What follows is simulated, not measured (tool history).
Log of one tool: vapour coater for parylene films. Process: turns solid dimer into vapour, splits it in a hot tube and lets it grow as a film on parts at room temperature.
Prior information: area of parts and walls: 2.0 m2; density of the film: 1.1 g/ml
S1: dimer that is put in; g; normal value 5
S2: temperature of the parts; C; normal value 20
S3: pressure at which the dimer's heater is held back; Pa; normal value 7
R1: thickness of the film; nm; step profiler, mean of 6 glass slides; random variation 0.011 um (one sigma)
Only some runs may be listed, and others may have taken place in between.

Run 1, hour 0: usual settings. Result: R1 1150 nm.
Run 2, hour 18.7: usual settings but S1 3 g. Result: R1 710 nm.
Run 3, hour 47.2: usual settings but S1 3 g. Result: R1 670 nm.
Run 4, hour 62: usual settings but S1 3 g. Result: R1 680 nm.
Run 5, hour 88.5: usual settings but S1 2 g. Result: R1 460 nm.
At hour 101.8: trap's valve overhauled.
Run 6, hour 121.2: usual settings. Result: R1 1240 nm.
Run 7, hour 136.1: usual settings. Result: R1 1230 nm.
Run 8, hour 150.4: usual settings. Result: R1 1250 nm.
Run 9, hour 174.6: usual settings but S3 2.98 Pa. Result: R1 1430 nm.
Run 10, hour 187: usual settings but S3 2.98 Pa. Result: R1 1430 nm.
Run 11, hour 209.4: usual settings but S2 17 C, S3 2.98 Pa. Result: R1 1620 nm.
Run 12, hour 238.1: usual settings but S2 17 C, S3 2.98 Pa. Result: R1 1610 nm.
Run 13, hour 260.6: usual settings but S2 17 C, S3 2.98 Pa. Result: R1 1590 nm.
Run 14, hour 281.5: usual settings but S1 3 g, S2 19 C, S3 2.35 Pa. Result: R1 910 nm.
Run 15, hour 293.5: usual settings but S1 3 g, S2 19 C, S3 2.35 Pa. Result: R1 910 nm.
Run 16, hour 322.2: usual settings but S1 8 g, S2 28 C, S3 2.4 Pa. Result: R1 1660 nm.
Run 17, hour 348.2: usual settings but S1 6 g, S2 31 C, S3 2.94 Pa. Result: R1 1040 nm.
Run 18, hour 363.2: usual settings but S1 6 g, S2 31 C, S3 2.94 Pa. Result: R1 1010 nm.
Run 19, hour 386.4: usual settings but S1 3 g, S2 15 C, S3 3.64 Pa. Result: R1 990 nm.
Run 20, hour 407.6: usual settings but S1 9 g, S2 22 C, S3 3.64 Pa. Result: R1 2170 nm.
Run 21, hour 423.4: usual settings but S1 9 g, S2 22 C, S3 3.64 Pa. Result: R1 2150 nm.
Run 22, hour 451.5: usual settings but S1 7 g, S2 25 C, S3 6.45 Pa. Result: R1 1330 nm.
Run 23, hour 476.7: usual settings but S1 6 g, S3 7.97 Pa. Result: R1 1360 nm.
Run 24, hour 490.4: usual settings but S1 6 g, S3 3.26 Pa. Result: R1 1570 nm.

Pick out some run-to-run changes in R1. Of each, how much would a tool without hidden state show as well, from the settings, what came in and chance, and how much is left for the hidden state and any gauge scatter not in both results compared?
Hidden state at play: vapour lost through the trap's worn valve, %; true temperature of the parts over the reading, C; drift of the gauge itself on film_um, %.
Run 19 -> 20: S1 3 -> 9, S2 15 -> 22. R1 +1180 nm: hidden state -100, all else +1280.
Run 21 -> 22: S1 9 -> 7, S2 22 -> 25, S3 3.64 -> 6.45. R1 -820 nm: hidden state +70, all else -890.
